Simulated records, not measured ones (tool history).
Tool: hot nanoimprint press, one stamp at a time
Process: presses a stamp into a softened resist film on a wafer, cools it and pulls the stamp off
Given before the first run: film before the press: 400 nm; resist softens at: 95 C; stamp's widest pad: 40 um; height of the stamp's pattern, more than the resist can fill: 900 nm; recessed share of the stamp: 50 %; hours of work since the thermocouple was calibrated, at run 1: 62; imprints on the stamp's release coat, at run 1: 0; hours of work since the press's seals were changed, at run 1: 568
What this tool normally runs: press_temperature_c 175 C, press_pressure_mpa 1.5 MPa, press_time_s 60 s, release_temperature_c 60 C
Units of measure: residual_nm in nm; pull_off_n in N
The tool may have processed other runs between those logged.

run   hour  press_temperature_c  press_pressure_mpa  press_time_s  release_temperature_c  hours of work since the thermocouple was calibrated  imprints on the stamp's release coat  hours of work since the press's seals were changed  residual_nm  pull_off_n
  1      0                  175                 1.5            60                     60                                                   62                                     0                                                 568        158.8         171
  2   23.2                  175                 1.5            60                     60                                                   76                                    94                                                 582        158.4         176
  3   45.8                  174                 1.5            60                     60                                                   89                                   185                                                 596        166.3         178
      70.3  -- press's hydraulic seals changed and the load cell set to zero
  4   74.8                  169                 1.5            60                     60                                                  102                                   270                                                   3        201.2         188
  5   87.4                  169                 1.5            60                     60                                                  109                                   321                                                  10        200.1         189
  6  107.6                  175                 1.5            68                     60                                                  121                                   402                                                  22        150.6         191
  7    122                  175                1.49            60                     60                                                  130                                   461                                                  31          159         194
     143.1  -- stamp cleaned and given a new release coat
  8  146.9                  175                1.49            60                     60                                                  141                                    16                                                  42        159.4         171
  9  162.5                  175                1.49            60                     60                                                  150                                    79                                                  51        159.6         178
 10  175.3                  175                1.49            60                     60                                                  158                                   130                                                  59        159.5         176
     179.5  -- plate thermocouple calibrated
 11    194                  175                1.49            60                     60                                                    9                                   194                                                  68          161         183
 12  206.2                  175                1.49            60                     60                                                   16                                   243                                                  75        162.1         189
 13    231                  175                 1.5            60                     60                                                   31                                   344                                                  90          162         190
 14    243                  175                 1.5            60                     60                                                   38                                   392                                                  97        162.6         199
 15  260.4                  175                 1.5            60                     60                                                   48                                   462                                                 108        163.6         195
     282.2  -- stamp cleaned and given a new release coat
     287.1  -- plate thermocouple calibrated, once more
 16  294.9                  175                 1.5            60                     60                                                    5                                    40                                                 123        156.4         170
 17  310.5                  175                 1.5            60                     60                                                   14                                   103                                                 132        155.5         174
 18  336.8                  175                 1.5            60                     63                                                   29                                   209                                                 148        156.3         170
 19  360.8                  175                2.12            36                     63                                                   44                                   306                                                 162        157.3         172
 20  381.4                  176                2.17            60                     60                                                   56                                   389                                                 174        123.7         191
 21  404.9                  176                2.17            60                     60                                                   70                                   484                                                 188        123.3         199
       422  -- stamp cleaned and given a new release coat
 22  424.2                  167                 1.5            60                     63                                                   78                                     9                                                 196        217.4         161
 23  439.7                  167                 1.5            60                     63                                                   87                                    72                                                 205        218.3         163
 24  455.9                  169                 1.5            33                     60                                                   97                                   137                                                 215        246.2         178
 25  470.9                  165                0.93            50                     46                                                  106                                   198                                                 224        293.9         230
 26  499.5                  175                1.27            75                     60                                                  123                                   314                                                 241        159.1         190
 27  513.1                  184                1.14            75                     60                                                  131                                   368                                                 249        119.7         192
 28  526.8                  184                1.14            75                     60                                                  139                                   424                                                 257        119.3         196
     558.4  -- stamp cleaned and given a new release coat
 29  561.4                  184                1.14            75                     60                                                  156                                    12                                                 274        120.1         170
 30  580.8                  180                 1.5           116                     60                                                  167                                    91                                                 286        102.4         177

Each run again, without the hidden state but with its own random variation kept:
The hidden state here: true temperature over the reading, C; pressure that arrives at the usual setting, %; grip of the stamp's worn release coat, % over a new coat's; drift of the gauge itself on residual_nm, %; drift of the gauge itself on pull_off_n, %.
run  residual_nm  pull_off_n
  1        153.9         170
  2          153         170
  3        160.3         167
  4        197.4         171
  5        196.1         170
  6        147.1         168
  7        155.1         168
  8        155.1         168
  9          155         172
 10        154.6         167
 11        153.9         169
 12        154.7         172
 13          154         167
 14        154.4         173
 15          155         166
 16        155.3         168
 17        154.1         168
 18        154.4         159
 19        154.6         156
 20        121.1         169
 21        120.2         171
 22        212.8         160
 23        213.2         158
 24        240.7         169
 25        288.9         214
 26        154.2         171
 27          116         170
 28        115.4         170
 29        115.9         167
 30         98.1         169
